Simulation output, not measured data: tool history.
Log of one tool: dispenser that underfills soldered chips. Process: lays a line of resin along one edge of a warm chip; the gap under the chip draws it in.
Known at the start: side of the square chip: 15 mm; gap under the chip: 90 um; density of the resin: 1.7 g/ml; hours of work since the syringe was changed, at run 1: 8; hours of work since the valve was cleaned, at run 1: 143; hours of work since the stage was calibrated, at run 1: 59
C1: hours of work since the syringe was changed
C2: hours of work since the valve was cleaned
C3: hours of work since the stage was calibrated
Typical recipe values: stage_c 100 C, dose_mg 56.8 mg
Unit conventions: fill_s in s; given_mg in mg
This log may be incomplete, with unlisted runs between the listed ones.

Run 1, hour 0: usual settings; C1 8; C2 143; C3 59. Result: fill_s 269.5 s, given_mg 50.56 mg.
At hour 2.1: new syringe of resin.
At hour 8.7: dispensing valve cleaned and set on the balance.
Run 2, hour 10.2: usual settings but stage_c 96 C; C1 5; C2 1; C3 65. Result: fill_s 250.7 s, given_mg 56.33 mg.
At hour 17.1: new syringe of resin.
Run 3, hour 17.1: usual settings but stage_c 96 C; C1 0; C2 5; C3 69. Result: fill_s 178.4 s, given_mg 56.33 mg.
Run 4, hour 22.9: usual settings but stage_c 96 C; C1 4; C2 9; C3 73. Result: fill_s 228.3 s, given_mg 56.81 mg.
Run 5, hour 29.1: usual settings; C1 8; C2 13; C3 77. Result: fill_s 258.6 s, given_mg 55.85 mg.
At hour 31.2: new syringe of resin.
Run 6, hour 33.3: usual settings; C1 1; C2 16; C3 80. Result: fill_s 173.8 s, given_mg 55.94 mg.
Run 7, hour 39.1: usual settings; C1 5; C2 19; C3 83. Result: fill_s 224.7 s, given_mg 55.65 mg.
Run 8, hour 44.2: usual settings; C1 8; C2 23; C3 87. Result: fill_s 267.7 s, given_mg 55.88 mg.
At hour 45.1: new syringe of resin.
Run 9, hour 51.2: usual settings; C1 4; C2 27; C3 91. Result: fill_s 204.6 s, given_mg 55.61 mg.
Run 10, hour 55.5: usual settings; C1 7; C2 30; C3 94. Result: fill_s 249.7 s, given_mg 55.36 mg.
At hour 59.1: new syringe of resin.
Run 11, hour 63.7: usual settings but stage_c 87 C; C1 3; C2 35; C3 99. Result: fill_s 303.8 s, given_mg 54.89 mg.
Run 12, hour 69.7: usual settings; C1 7; C2 39; C3 103. Result: fill_s 248.4 s, given_mg 54.85 mg.
At hour 72.7: new syringe of resin.
Run 13, hour 73.9: usual settings; C1 1; C2 42; C3 105. Result: fill_s 163.9 s, given_mg 55.13 mg.
Run 14, hour 79.5: usual settings; C1 4; C2 45; C3 109. Result: fill_s 205.2 s, given_mg 54.75 mg.
Run 15, hour 84.4: usual settings but stage_c 99 C; C1 8; C2 48; C3 112. Result: fill_s 261.5 s, given_mg 54.5 mg.
At hour 86.3: new syringe of resin.
Run 16, hour 91.8: usual settings but dose_mg 51.9 mg; C1 4; C2 53; C3 117. Result: fill_s 204.4 s, given_mg 49.44 mg.
Run 17, hour 95.4: usual settings but dose_mg 51.9 mg; C1 6; C2 55; C3 119. Result: fill_s 235.4 s, given_mg 49.57 mg.

The next listed run, before its measurement:
At hour 100: new syringe of resin.
Run 18, hour 102: usual settings but stage_c 114 C; C1 1; C2 60; C3 123. Result: fill_s ?, given_mg ?.

fill_s: 107.6 s
given_mg: 53.92 mg
The same run, on a tool lacking any hidden state, would have yielded fill_s 101.2 s, given_mg 56.72 mg.
